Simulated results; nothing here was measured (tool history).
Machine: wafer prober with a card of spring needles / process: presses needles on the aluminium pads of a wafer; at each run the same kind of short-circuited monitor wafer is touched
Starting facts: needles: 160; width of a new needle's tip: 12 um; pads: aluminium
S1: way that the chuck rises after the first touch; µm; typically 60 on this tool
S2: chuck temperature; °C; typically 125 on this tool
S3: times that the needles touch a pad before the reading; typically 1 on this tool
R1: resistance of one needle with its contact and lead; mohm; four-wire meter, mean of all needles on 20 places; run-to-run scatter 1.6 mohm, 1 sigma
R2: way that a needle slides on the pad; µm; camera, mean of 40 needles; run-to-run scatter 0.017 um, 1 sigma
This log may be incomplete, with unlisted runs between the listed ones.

{"run": 1, "hour": 0.0, "S1": 60, "S2": 125, "S3": 1, "R1": 149, "R2": 7.77}
{"hour": 9.9, "done": "tips cleaned on abrasive film"}
{"run": 2, "hour": 10.4, "S1": 67, "S2": 125, "S3": 1, "R1": 146, "R2": 8.7}
{"hour": 21.1, "done": "tips cleaned on abrasive film"}
{"run": 3, "hour": 30.4, "S1": 67, "S2": 125, "S3": 1, "R1": 145, "R2": 8.73}
{"hour": 31.7, "done": "tips cleaned on abrasive film"}
{"hour": 42.5, "done": "tips cleaned on abrasive film"}
{"run": 4, "hour": 43.5, "S1": 67, "S2": 125, "S3": 1, "R1": 148, "R2": 8.72}
{"hour": 53.5, "done": "tips cleaned on abrasive film"}
{"run": 5, "hour": 60.5, "S1": 67, "S2": 125, "S3": 1, "R1": 147, "R2": 8.74}
{"hour": 64.3, "done": "tips cleaned on abrasive film"}
{"hour": 76.3, "done": "tips cleaned on abrasive film"}
{"run": 6, "hour": 81.0, "S1": 67, "S2": 125, "S3": 1, "R1": 149, "R2": 8.72}
{"hour": 88.1, "done": "tips cleaned on abrasive film"}
{"run": 7, "hour": 92.1, "S1": 60, "S2": 28, "S3": 1, "R1": 132, "R2": 7.81}
{"hour": 98.6, "done": "tips cleaned on abrasive film"}
{"run": 8, "hour": 101.2, "S1": 60, "S2": 28, "S3": 1, "R1": 133, "R2": 7.82}
{"hour": 109.9, "done": "tips cleaned on abrasive film"}
{"hour": 111.8, "done": "height of the first contact set anew"}
{"run": 9, "hour": 116.0, "S1": 44, "S2": 125, "S3": 1, "R1": 157, "R2": 5.76}
{"hour": 121.8, "done": "tips cleaned on abrasive film"}
{"run": 10, "hour": 131.5, "S1": 66, "S2": 125, "S3": 1, "R1": 148, "R2": 8.63}
{"hour": 132.9, "done": "tips cleaned on abrasive film"}
{"hour": 144.2, "done": "tips cleaned on abrasive film"}
{"run": 11, "hour": 150.1, "S1": 66, "S2": 125, "S3": 1, "R1": 148, "R2": 8.63}
{"hour": 155.7, "done": "tips cleaned on abrasive film"}
{"run": 12, "hour": 160.1, "S1": 66, "S2": 125, "S3": 1, "R1": 146, "R2": 8.63}
{"hour": 166.8, "done": "tips cleaned on abrasive film"}
{"hour": 177.9, "done": "tips cleaned on abrasive film"}
{"run": 13, "hour": 179.7, "S1": 45, "S2": 125, "S3": 1, "R1": 158, "R2": 5.88}
{"hour": 188.4, "done": "tips cleaned on abrasive film"}
{"run": 14, "hour": 191.7, "S1": 45, "S2": 125, "S3": 1, "R1": 159, "R2": 5.88}
{"hour": 199.0, "done": "tips cleaned on abrasive film"}
{"hour": 209.5, "done": "tips cleaned on abrasive film"}
{"run": 15, "hour": 212.8, "S1": 60, "S2": 125, "S3": 1, "R1": 150, "R2": 7.88}
{"hour": 221.7, "done": "tips cleaned on abrasive film"}
{"run": 16, "hour": 222.0, "S1": 60, "S2": 53, "S3": 1, "R1": 136, "R2": 7.85}
{"hour": 232.0, "done": "tips cleaned on abrasive film"}
{"run": 17, "hour": 239.2, "S1": 60, "S2": 53, "S3": 1, "R1": 136, "R2": 7.87}
{"hour": 242.4, "done": "tips cleaned on abrasive film"}
{"hour": 253.5, "done": "tips cleaned on abrasive film"}
{"run": 18, "hour": 253.8, "S1": 50, "S2": 38, "S3": 1, "R1": 137, "R2": 6.56}
{"hour": 265.2, "done": "tips cleaned on abrasive film"}
{"hour": 266.8, "done": "height of the first contact set anew"}
{"run": 19, "hour": 270.5, "S1": 50, "S2": 38, "S3": 1, "R1": 139, "R2": 6.56}
{"hour": 276.9, "done": "tips cleaned on abrasive film"}
{"run": 20, "hour": 285.9, "S1": 41, "S2": 54, "S3": 2, "R1": 147, "R2": 5.37}
{"hour": 288.6, "done": "tips cleaned on abrasive film"}
{"hour": 300.0, "done": "tips cleaned on abrasive film"}
{"run": 21, "hour": 302.0, "S1": 41, "S2": 54, "S3": 2, "R1": 148, "R2": 5.4}
{"hour": 310.4, "done": "tips cleaned on abrasive film"}
{"run": 22, "hour": 318.9, "S1": 69, "S2": 85, "S3": 2, "R1": 139, "R2": 9.11}
{"hour": 321.3, "done": "tips cleaned on abrasive film"}
{"hour": 332.7, "done": "tips cleaned on abrasive film"}
{"run": 23, "hour": 333.3, "S1": 69, "S2": 85, "S3": 2, "R1": 141, "R2": 9.09}
{"hour": 343.0, "done": "tips cleaned on abrasive film"}
{"run": 24, "hour": 351.4, "S1": 77, "S2": 32, "S3": 2, "R1": 127, "R2": 10.15}
{"hour": 353.5, "done": "tips cleaned on abrasive film"}
{"hour": 363.9, "done": "tips cleaned on abrasive film"}
{"run": 25, "hour": 368.7, "S1": 55, "S2": 92, "S3": 1, "R1": 146, "R2": 7.26}
{"hour": 375.8, "done": "tips cleaned on abrasive film"}
{"hour": 386.6, "done": "tips cleaned on abrasive film"}
{"run": 26, "hour": 389.7, "S1": 55, "S2": 92, "S3": 1, "R1": 145, "R2": 7.29}
{"hour": 396.9, "done": "tips cleaned on abrasive film"}
{"run": 27, "hour": 402.1, "S1": 55, "S2": 107, "S3": 1, "R1": 149, "R2": 7.3}
{"hour": 407.6, "done": "tips cleaned on abrasive film"}
{"run": 28, "hour": 410.9, "S1": 55, "S2": 107, "S3": 1, "R1": 151, "R2": 7.29}
{"hour": 418.3, "done": "tips cleaned on abrasive film"}
{"hour": 420.6, "done": "height of the first contact set anew"}
{"hour": 429.0, "done": "tips cleaned on abrasive film"}
{"run": 29, "hour": 429.0, "S1": 60, "S2": 52, "S3": 2, "R1": 137, "R2": 7.98}
{"hour": 439.8, "done": "tips cleaned on abrasive film"}
{"run": 30, "hour": 448.7, "S1": 60, "S2": 77, "S3": 2, "R1": 141, "R2": 7.94}
{"hour": 450.6, "done": "tips cleaned on abrasive film"}
{"hour": 461.3, "done": "tips cleaned on abrasive film"}
{"run": 31, "hour": 465.5, "S1": 48, "S2": 45, "S3": 1, "R1": 140, "R2": 6.37}

How would selected steps in R2 from run to run divide? Give the signed amount a tool lacking its hidden state would still show from settings, what came in and random variation, and the signed amount left for the hidden state, including any gauge scatter that is not in both of the compared results.
Hidden conditions of the tool in this case: debris on the tips, nm; way that the needles fall short of the set height, um; tips' diameter, um; drift of the gauge itself on contact_mohm, %; drift of the gauge itself on scrub_um, %.
Run 9 -> 10: S1 44 -> 66, tips cleaned on abrasive film. R2 +2.87 µm: hidden state +0.03, all else +2.84.
Run 21 -> 22: S1 41 -> 69, S2 54 -> 85, tips cleaned on abrasive film. R2 +3.71 µm: hidden state +0.05, all else +3.66.
Run 24 -> 25: S1 77 -> 55, S2 32 -> 92, S3 2 -> 1, tips cleaned on abrasive film, tips cleaned on abrasive film. R2 -2.89 µm: hidden state -0.04, all else -2.85.
